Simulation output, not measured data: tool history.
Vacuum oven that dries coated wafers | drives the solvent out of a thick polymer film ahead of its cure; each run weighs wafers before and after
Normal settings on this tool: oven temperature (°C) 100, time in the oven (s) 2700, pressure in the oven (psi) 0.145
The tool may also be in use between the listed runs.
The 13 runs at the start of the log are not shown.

run 14 day=48.679 | oven_temperature_(°C)=102 time_in_the_oven_(s)=2700 pressure_in_the_oven_(psi)=0.145 | solvent_left_in_the_film_(%)=5.03
run 15 day=51.708 | oven_temperature_(°C)=102 time_in_the_oven_(s)=2700 pressure_in_the_oven_(psi)=0.145 | solvent_left_in_the_film_(%)=5.18
run 16 day=54.558 | oven_temperature_(°C)=102 time_in_the_oven_(s)=2700 pressure_in_the_oven_(psi)=0.145 | solvent_left_in_the_film_(%)=5.19
run 17 day=57.983 | oven_temperature_(°C)=102 time_in_the_oven_(s)=2700 pressure_in_the_oven_(psi)=0.145 | solvent_left_in_the_film_(%)=5.13
run 18 day=62.504 | oven_temperature_(°C)=89 time_in_the_oven_(s)=2520 pressure_in_the_oven_(psi)=0.126 | solvent_left_in_the_film_(%)=9.24
run 19 day=66.179 | oven_temperature_(°C)=92 time_in_the_oven_(s)=1620 pressure_in_the_oven_(psi)=0.145 | solvent_left_in_the_film_(%)=10.84
run 20 day=70.342 | oven_temperature_(°C)=95 time_in_the_oven_(s)=2040 pressure_in_the_oven_(psi)=0.564 | solvent_left_in_the_film_(%)=13.63
run 21 day=74.221 | oven_temperature_(°C)=86 time_in_the_oven_(s)=2700 pressure_in_the_oven_(psi)=0.145 | solvent_left_in_the_film_(%)=10.31
run 22 day=77.654 | oven_temperature_(°C)=113 time_in_the_oven_(s)=2700 pressure_in_the_oven_(psi)=0.373 | solvent_left_in_the_film_(%)=4.74
run 23 day=82.333 | oven_temperature_(°C)=113 time_in_the_oven_(s)=2700 pressure_in_the_oven_(psi)=0.373 | solvent_left_in_the_film_(%)=4.92
run 24 day=87.062 | oven_temperature_(°C)=113 time_in_the_oven_(s)=2700 pressure_in_the_oven_(psi)=0.373 | solvent_left_in_the_film_(%)=4.96
run 25 day=89.758 | oven_temperature_(°C)=114 time_in_the_oven_(s)=3300 pressure_in_the_oven_(psi)=0.373 | solvent_left_in_the_film_(%)=4.55
run 26 day=91.983 | oven_temperature_(°C)=114 time_in_the_oven_(s)=1980 pressure_in_the_oven_(psi)=0.084 | solvent_left_in_the_film_(%)=3.27
run 27 day=95.842 | oven_temperature_(°C)=108 time_in_the_oven_(s)=1920 pressure_in_the_oven_(psi)=0.145 | solvent_left_in_the_film_(%)=5.19
run 28 day=98.079 | oven_temperature_(°C)=108 time_in_the_oven_(s)=1920 pressure_in_the_oven_(psi)=0.145 | solvent_left_in_the_film_(%)=5.07
run 29 day=101.883 | oven_temperature_(°C)=114 time_in_the_oven_(s)=2700 pressure_in_the_oven_(psi)=0.306 | solvent_left_in_the_film_(%)=4.11
-- day=105.717 vacuum gauge cleaned of residue and calibrated
run 30 day=105.717 | oven_temperature_(°C)=104 time_in_the_oven_(s)=2640 pressure_in_the_oven_(psi)=0.08 | solvent_left_in_the_film_(%)=2.46
run 31 day=108.062 | oven_temperature_(°C)=100 time_in_the_oven_(s)=4260 pressure_in_the_oven_(psi)=0.196 | solvent_left_in_the_film_(%)=3.03
run 32 day=110.025 | oven_temperature_(°C)=100 time_in_the_oven_(s)=4260 pressure_in_the_oven_(psi)=0.196 | solvent_left_in_the_film_(%)=2.97

Expected results for the next run?
run 33 day=113.925 | oven_temperature_(°C)=100 time_in_the_oven_(s)=2700 pressure_in_the_oven_(psi)=0.249 | solvent_left_in_the_film_(%)=?

Run 33 produced solvent left in the film (%) 4.85.
If the tool had no hidden condition, the same run with the same run-to-run variation would have returned solvent left in the film (%) 5.06.

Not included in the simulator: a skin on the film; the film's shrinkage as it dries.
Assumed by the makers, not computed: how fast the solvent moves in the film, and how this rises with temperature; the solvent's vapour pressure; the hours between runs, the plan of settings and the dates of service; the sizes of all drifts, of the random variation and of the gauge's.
